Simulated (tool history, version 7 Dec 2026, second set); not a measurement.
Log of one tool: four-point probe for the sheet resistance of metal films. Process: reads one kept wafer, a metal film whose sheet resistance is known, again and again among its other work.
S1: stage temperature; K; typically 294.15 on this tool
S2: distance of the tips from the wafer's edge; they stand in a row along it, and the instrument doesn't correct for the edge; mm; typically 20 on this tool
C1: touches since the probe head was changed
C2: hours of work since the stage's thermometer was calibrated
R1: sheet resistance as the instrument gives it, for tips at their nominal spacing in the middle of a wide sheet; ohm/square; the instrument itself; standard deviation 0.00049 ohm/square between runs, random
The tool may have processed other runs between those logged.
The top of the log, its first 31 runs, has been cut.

run	day	S1	S2	C1	C2	R1
32	50.212	292.15	27	38123	1994	2.45983
33	52.417	305.15	61	40588	2024	2.46927
34	54.642	308.15	8	43078	2055	2.481003
35	56.275	293.15	48	44909	2078	2.462457
36	58.504	304.15	55	47405	2109	2.470103
37	59.946	295.15	6	49020	2129	2.479052
38	61.925	295.15	6	51234	2157	2.480598
39	63.062	298.15	30	52508	2173	2.46829
40	65.317	303.15	66	55031	2204	2.470674
41	66.358	303.15	66	56199	2218	2.471886
42	67.721	291.15	8	57723	2237	2.472116
43	69.771	291.15	8	60017	2266	2.473294
44	71.638	297.15	10	62109	2292	2.474566

Branching from run 44: 5 alternative next runs. What would each branch give?
# day 72.25: new probe head fitted
A	73.633	307.15	60	1547	2319	?
# day 72.25: new probe head fitted
B	73.633	294.15	13	1547	2319	?
# day 72.25: new probe head fitted
C	73.633	303.15	35	1547	2319	?
# day 72.25: new probe head fitted
D	73.633	299.15	3	1547	2319	?
# day 72.25: new probe head fitted
E	73.633	302.15	21	1547	2319	?

run	R1
A	2.472283
B	2.46682
C	2.470005
D	2.52565
E	2.470865
Without the tool's hidden state the same runs would have given:
run	R1
A	2.456096
B	2.450552
C	2.453797
D	2.509066
E	2.454643
